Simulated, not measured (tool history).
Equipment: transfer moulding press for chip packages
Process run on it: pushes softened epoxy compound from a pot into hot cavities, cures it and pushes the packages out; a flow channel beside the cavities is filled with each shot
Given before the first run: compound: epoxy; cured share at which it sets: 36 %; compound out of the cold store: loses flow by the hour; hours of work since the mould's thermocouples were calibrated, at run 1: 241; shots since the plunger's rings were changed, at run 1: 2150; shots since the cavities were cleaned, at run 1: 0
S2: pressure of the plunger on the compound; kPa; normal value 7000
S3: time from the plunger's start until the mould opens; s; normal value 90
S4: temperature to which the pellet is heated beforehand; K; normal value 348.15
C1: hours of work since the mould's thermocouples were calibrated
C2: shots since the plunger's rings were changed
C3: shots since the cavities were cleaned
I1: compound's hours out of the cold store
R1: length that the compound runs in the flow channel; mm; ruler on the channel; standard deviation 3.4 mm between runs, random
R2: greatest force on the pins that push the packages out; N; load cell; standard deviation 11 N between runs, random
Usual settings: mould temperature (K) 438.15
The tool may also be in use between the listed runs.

run 1 day=0 | mould_temperature_(K)=438.15 S2=7000 S3=90 S4=348.15 | C1=241 C2=2150 C3=0 | I1=34.8 | R1=619 R2=521
run 2 day=1.267 | mould_temperature_(K)=438.15 S2=7000 S3=90 S4=348.15 | C1=265 C2=2609 C3=459 | I1=25 | R1=653 R2=997
run 3 day=2.575 | mould_temperature_(K)=438.15 S2=7000 S3=90 S4=348.15 | C1=289 C2=3084 C3=934 | I1=30.4 | R1=626 R2=1114
-- day=2.879 cavities cleaned with cleaning compound and waxed
run 4 day=4.058 | mould_temperature_(K)=438.15 S2=7000 S3=118 S4=348.15 | C1=315 C2=3599 C3=428 | I1=20.7 | R1=659 R2=791
-- day=4.404 plunger's sealing rings changed
-- day=5.796 cavities cleaned with cleaning compound and waxed
run 5 day=5.846 | mould_temperature_(K)=438.15 S2=7000 S3=90 S4=353.15 | C1=345 C2=501 C3=18 | I1=41.9 | R1=607 R2=542
run 6 day=7.592 | mould_temperature_(K)=438.15 S2=7000 S3=90 S4=348.15 | C1=378 C2=1133 C3=650 | I1=12.8 | R1=723 R2=1090
-- day=8.621 cavities cleaned with cleaning compound and waxed
run 7 day=8.971 | mould_temperature_(K)=438.15 S2=7000 S3=90 S4=348.15 | C1=402 C2=1612 C3=128 | I1=13.1 | R1=713 R2=713
-- day=10.658 mould's thermocouples calibrated
run 8 day=10.788 | mould_temperature_(K)=438.15 S2=7000 S3=90 S4=348.15 | C1=2 C2=2241 C3=757 | I1=18.6 | R1=679 R2=1093
-- day=11.508 cavities cleaned with cleaning compound and waxed
run 9 day=11.675 | mould_temperature_(K)=438.15 S2=7000 S3=90 S4=348.15 | C1=18 C2=2541 C3=61 | I1=39.1 | R1=594 R2=583
run 10 day=12.492 | mould_temperature_(K)=431.15 S2=7000 S3=90 S4=348.15 | C1=33 C2=2837 C3=357 | I1=36.4 | R1=611 R2=1348
run 11 day=14.096 | mould_temperature_(K)=431.15 S2=7000 S3=90 S4=348.15 | C1=62 C2=3418 C3=938 | I1=19 | R1=677 R2=1761
-- day=14.283 cavities cleaned with cleaning compound and waxed
-- day=14.888 plunger's sealing rings changed
run 12 day=15.658 | mould_temperature_(K)=438.15 S2=7000 S3=90 S4=348.15 | C1=88 C2=279 C3=460 | I1=34.4 | R1=636 R2=926
-- day=17.275 cavities cleaned with cleaning compound and waxed
run 13 day=17.325 | mould_temperature_(K)=431.15 S2=7000 S3=90 S4=348.15 | C1=118 C2=862 C3=19 | I1=15.1 | R1=734 R2=884
run 14 day=19.017 | mould_temperature_(K)=443.15 S2=7020 S3=121 S4=357.15 | C1=149 C2=1475 C3=632 | I1=21.2 | R1=675 R2=838

Run 15 is up next; what results do you expect?
-- day=20.121 cavities cleaned with cleaning compound and waxed
run 15 day=20.417 | mould_temperature_(K)=443.15 S2=7020 S3=121 S4=357.15 | C1=174 C2=1960 C3=107 | I1=44.4 | R1=? R2=?

R1: 583 mm
R2: 567 N
Had the tool carried no hidden state, the very same run would have given R1 602 mm, R2 430 N.

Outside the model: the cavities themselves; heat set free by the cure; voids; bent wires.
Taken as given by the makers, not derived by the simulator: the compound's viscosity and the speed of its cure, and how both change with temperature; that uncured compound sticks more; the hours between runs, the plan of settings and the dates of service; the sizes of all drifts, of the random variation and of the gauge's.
